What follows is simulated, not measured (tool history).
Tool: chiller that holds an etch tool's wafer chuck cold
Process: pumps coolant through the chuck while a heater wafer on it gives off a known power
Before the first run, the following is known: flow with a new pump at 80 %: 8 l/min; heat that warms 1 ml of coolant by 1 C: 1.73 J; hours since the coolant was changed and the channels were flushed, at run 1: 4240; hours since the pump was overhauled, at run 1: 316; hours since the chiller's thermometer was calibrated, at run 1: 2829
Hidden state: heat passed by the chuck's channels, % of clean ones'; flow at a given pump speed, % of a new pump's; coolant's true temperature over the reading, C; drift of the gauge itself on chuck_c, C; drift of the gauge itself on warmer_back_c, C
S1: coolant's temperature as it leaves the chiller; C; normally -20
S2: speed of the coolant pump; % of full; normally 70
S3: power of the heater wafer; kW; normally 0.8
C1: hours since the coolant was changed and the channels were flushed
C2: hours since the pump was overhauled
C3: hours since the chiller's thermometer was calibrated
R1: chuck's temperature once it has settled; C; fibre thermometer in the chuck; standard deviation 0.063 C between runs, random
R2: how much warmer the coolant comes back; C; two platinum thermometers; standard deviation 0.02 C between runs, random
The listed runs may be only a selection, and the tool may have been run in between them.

run,hour,S1,S2,S3,C1,C2,C3,R1,R2
1,0,-20,70,0.8,4240,316,2829,-12.61,4.04
2,31.1,-20,70,0.8,4271,347,2860,-12.67,4.02
3,56,-20,82,0.8,4296,372,2885,-13.55,3.32
# hour 59.8: chiller's thermometer calibrated
4,88.7,-20,82,0.8,4327,404,29,-13.52,3.32
5,103,-20,70,0.565,4342,418,43,-14.9,2.8
6,133,-20,70,0.565,4372,448,73,-14.81,2.74
7,148.9,-22,70,0.8,4388,464,89,-14.64,3.94
8,169.2,-20,85,0.8,4408,484,109,-13.69,3.15
9,196.4,-20,85,0.8,4435,511,137,-13.76,3.14
10,221.7,-20,70,0.8,4460,537,162,-12.7,3.9
11,238.2,-20,70,0.8,4477,553,178,-12.65,3.9
12,264,-20,70,0.8,4503,579,204,-12.67,3.89
13,278.5,-20,70,0.641,4517,593,219,-14.12,3.07
14,307.7,-20,70,0.739,4546,623,248,-13.23,3.55
15,337.7,-20,70,0.739,4576,653,278,-13.23,3.55
16,366.3,-20,70,0.8,4605,681,307,-12.68,3.83
17,381.1,-13,83,0.8,4620,696,321,-6.62,3.11
18,395.8,-13,83,0.8,4635,711,336,-6.53,3.09
19,415,-13,83,0.8,4654,730,355,-6.64,3.06
20,435.1,-14,89,0.638,4674,750,375,-9.23,2.17
21,460.2,-14,87,0.923,4699,775,400,-6.76,3.39
22,485.7,-14,87,0.923,4724,801,426,-6.87,3.35
23,501.1,-13,89,0.925,4740,816,441,-5.88,3.25
24,530.4,-20,70,0.878,4769,845,471,-11.95,4.15
25,544.9,-19,94,0.413,4784,860,485,-15.9,1.18
26,565,-12,94,0.89,4804,880,505,-5.49,2.91
27,579.2,-12,94,0.89,4818,894,519,-5.53,2.88
28,609.9,-18,63,0.8,4849,925,550,-10.02,4.17
29,642.8,-18,62,0.8,4881,958,583,-10.09,4.27
30,673.4,-18,62,0.8,4912,988,614,-10.03,4.24
# hour 680.2: gauge calibrated
31,691.6,-20,70,0.841,4930,1006,632,-12.21,4.2
32,720,-12,95,0.841,4959,1035,660,-5.91,2.98

Below are 3 alternative next runs, each starting from the tool's condition after run 32. Predict each:
A,745.9,-27,70,0.548,4985,1061,686,?,?
B,745.9,-20,99,0.8,4985,1061,686,?,?
C,745.9,-29,70,0.929,4985,1061,686,?,?

run,R1,R2
A,-21.98,2.71
B,-14.36,2.68
C,-20.49,4.66
With the hidden condition removed and each run's random variation left untouched, the same runs would have given:
run,R1,R2
A,-22,2.75
B,-14.37,2.72
C,-20.51,4.7
